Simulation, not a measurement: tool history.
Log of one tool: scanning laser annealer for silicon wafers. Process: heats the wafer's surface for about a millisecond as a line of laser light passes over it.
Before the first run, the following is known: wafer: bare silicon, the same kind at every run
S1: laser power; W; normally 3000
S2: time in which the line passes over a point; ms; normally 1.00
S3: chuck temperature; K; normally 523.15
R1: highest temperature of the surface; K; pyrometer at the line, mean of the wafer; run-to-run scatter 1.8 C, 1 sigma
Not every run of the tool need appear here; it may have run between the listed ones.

run  hour    S1    S2      S3       R1
  1   0.0  3000  1.00  523.15  1311.15
  2   6.2  3000  1.00  523.15  1314.15
  3  14.7  3297  1.00  523.15  1402.15
  4  24.3  3297  1.00  523.15  1404.15
  5  31.6  3000  1.00  523.15  1308.15
  6  39.7  2898  1.00  490.15  1246.15
  7  49.0  2898  1.00  490.15  1241.15
  8  55.0  2892  1.07  541.15  1321.15
  9  60.6  2958  1.20  489.15  1344.15
 10  65.6  3000  0.77  558.15  1237.15

Predict each of these 3 candidate next runs independently; none follows another, all start after run 10:
  A  71.6  2866  0.99  514.15   ?
  B  71.6  3000  0.77  534.15   ?
  C  71.6  2900  0.77  558.15   ?

run       R1
  A  1256.15
  B  1214.15
  C  1211.15
With no hidden state in the tool, these same runs would have given:
run       R1
  A  1301.15
  B  1254.15
  C  1250.15
